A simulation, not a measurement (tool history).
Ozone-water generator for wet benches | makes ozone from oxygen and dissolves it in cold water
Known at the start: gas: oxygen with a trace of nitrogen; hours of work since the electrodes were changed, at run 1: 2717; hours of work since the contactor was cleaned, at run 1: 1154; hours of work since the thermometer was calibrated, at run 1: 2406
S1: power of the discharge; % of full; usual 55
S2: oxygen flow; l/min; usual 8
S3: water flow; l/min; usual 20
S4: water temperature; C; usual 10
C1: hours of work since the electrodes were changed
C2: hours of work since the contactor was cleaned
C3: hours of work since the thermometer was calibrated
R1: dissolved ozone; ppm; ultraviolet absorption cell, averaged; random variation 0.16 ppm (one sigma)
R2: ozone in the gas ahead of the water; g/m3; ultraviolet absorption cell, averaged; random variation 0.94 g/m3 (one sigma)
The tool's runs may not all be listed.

Run 1, day 0: usual settings; C1 2717; C2 1154; C3 2406. Result: R1 20.1 ppm, R2 159.3 g/m3.
Run 2, day 2.438: usual settings; C1 2759; C2 1196; C3 2448. Result: R1 19.6 ppm, R2 159.7 g/m3.
Run 3, day 6.829: usual settings; C1 2835; C2 1272; C3 2524. Result: R1 19.5 ppm, R2 158.9 g/m3.
Run 4, day 10.217: usual settings; C1 2894; C2 1331; C3 2582. Result: R1 19.8 ppm, R2 158.5 g/m3.
Run 5, day 12.2: usual settings but S2 5.64 l/min; C1 2928; C2 1365; C3 2617. Result: R1 19.2 ppm, R2 186.2 g/m3.
Run 6, day 16.471: usual settings but S2 5.64 l/min; C1 3002; C2 1439; C3 2691. Result: R1 19.1 ppm, R2 184.4 g/m3.
Run 7, day 20.504: usual settings; C1 3072; C2 1509; C3 2761. Result: R1 20 ppm, R2 158.5 g/m3.
Run 8, day 23.925: usual settings but S1 51 % of full, S2 6.58 l/min; C1 3131; C2 1568; C3 2820. Result: R1 18.6 ppm, R2 163.8 g/m3.
Run 9, day 26.712: usual settings but S1 61 % of full, S3 15 l/min; C1 3180; C2 1616; C3 2868. Result: R1 26.4 ppm, R2 167.7 g/m3.
Run 10, day 30.288: usual settings but S1 63 % of full, S2 8.79 l/min, S3 15 l/min, S4 6 C; C1 3242; C2 1678; C3 2930. Result: R1 28.8 ppm, R2 165.8 g/m3.
Run 11, day 33.95: usual settings but S1 65 % of full, S2 8.88 l/min; C1 3305; C2 1742; C3 2993. Result: R1 22.5 ppm, R2 166.6 g/m3.
Run 12, day 36.204: usual settings but S1 41 % of full, S3 28 l/min, S4 14 C; C1 3344; C2 1781; C3 3032. Result: R1 11.9 ppm, R2 126.4 g/m3.
Run 13, day 40.483: usual settings but S1 41 % of full, S3 13 l/min, S4 17 C; C1 3418; C2 1855; C3 3107. Result: R1 19 ppm, R2 126.6 g/m3.

5 ways to go on from here, each from the tool as it stands after run 13. What would each give?
Run A, day 43.038: usual settings but S1 41 % of full, S2 5.23 l/min, S3 13 l/min, S4 12 C; C1 3462; C2 1899; C3 3151. Result: R1 ?, R2 ?.
Run B, day 43.038: usual settings but S1 53 % of full, S3 13 l/min, S4 17 C; C1 3462; C2 1899; C3 3151. Result: R1 ?, R2 ?.
Run C, day 43.038: usual settings but S1 51 % of full, S2 11.5 l/min, S3 13 l/min, S4 17 C; C1 3462; C2 1899; C3 3151. Result: R1 ?, R2 ?.
Run D, day 43.038: usual settings but S1 93 % of full, S2 7.38 l/min, S3 16 l/min, S4 17 C; C1 3462; C2 1899; C3 3151. Result: R1 ?, R2 ?.
Run E, day 43.038: usual settings but S1 64 % of full, S2 9.54 l/min, S4 11 C; C1 3462; C2 1899; C3 3151. Result: R1 ?, R2 ?.

run    R1     R2
  A  21.3  154.5
  B  22.7  150.9
  C  20.8  125.4
  D  29.5  229.9
  E  21.8  158.7
Without the tool's hidden state the same runs would have given:
run    R1     R2
  A  21.3  158.5
  B  22.7  154.8
  C  20.8  128.6
  D  29.5  235.9
  E  21.9  162.9
